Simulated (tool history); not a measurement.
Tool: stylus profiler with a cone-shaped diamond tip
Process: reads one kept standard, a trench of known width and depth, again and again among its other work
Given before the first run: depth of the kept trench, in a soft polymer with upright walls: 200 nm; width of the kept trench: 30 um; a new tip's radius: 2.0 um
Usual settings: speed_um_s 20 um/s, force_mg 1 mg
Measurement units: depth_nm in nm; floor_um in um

run    hour  speed_um_s  force_mg  depth_nm  floor_um
  1       0          20         1    201.03     27.77
  2    49.5          20         1    201.01     27.83
  3   156.9          20         1     201.1     27.78
  4   241.9          20      0.44    200.91     27.63
  5   322.7          20      0.44    200.74     27.63
  6   438.4          20      1.93    201.51     27.88
  7   517.1          20         1    201.06      27.7
  8   602.5          20      1.62    201.47     27.79
  9   684.2          20      1.62    201.48     27.75
 10   750.1          20      0.69    200.96     27.69
 11   826.9          28      0.69    200.98     27.52
        835  -- height scale calibrated on a step standard
 12   878.6          12         1    201.49     27.72
 13   938.8          12         1    201.49     27.75
 14  1015.4           9         1    201.44     27.78
 15  1107.9           9         1    201.53     27.74
 16  1168.6           9         1    201.53     27.71
     1226.6  -- height scale calibrated on a step standard, once more
 17  1269.5          22         1    200.72     27.55
 18  1334.7           8      0.89    200.69     27.68
 19  1447.3          14      1.93    201.21      27.7

Run 20 comes next. What will it give?
 20  1519.4          15      1.24         ?         ?

depth_nm: 200.95 nm
floor_um: 27.67 um
Minus the tool's unlogged condition, the same run would have read depth_nm 200.81 nm, floor_um 28.17 um.
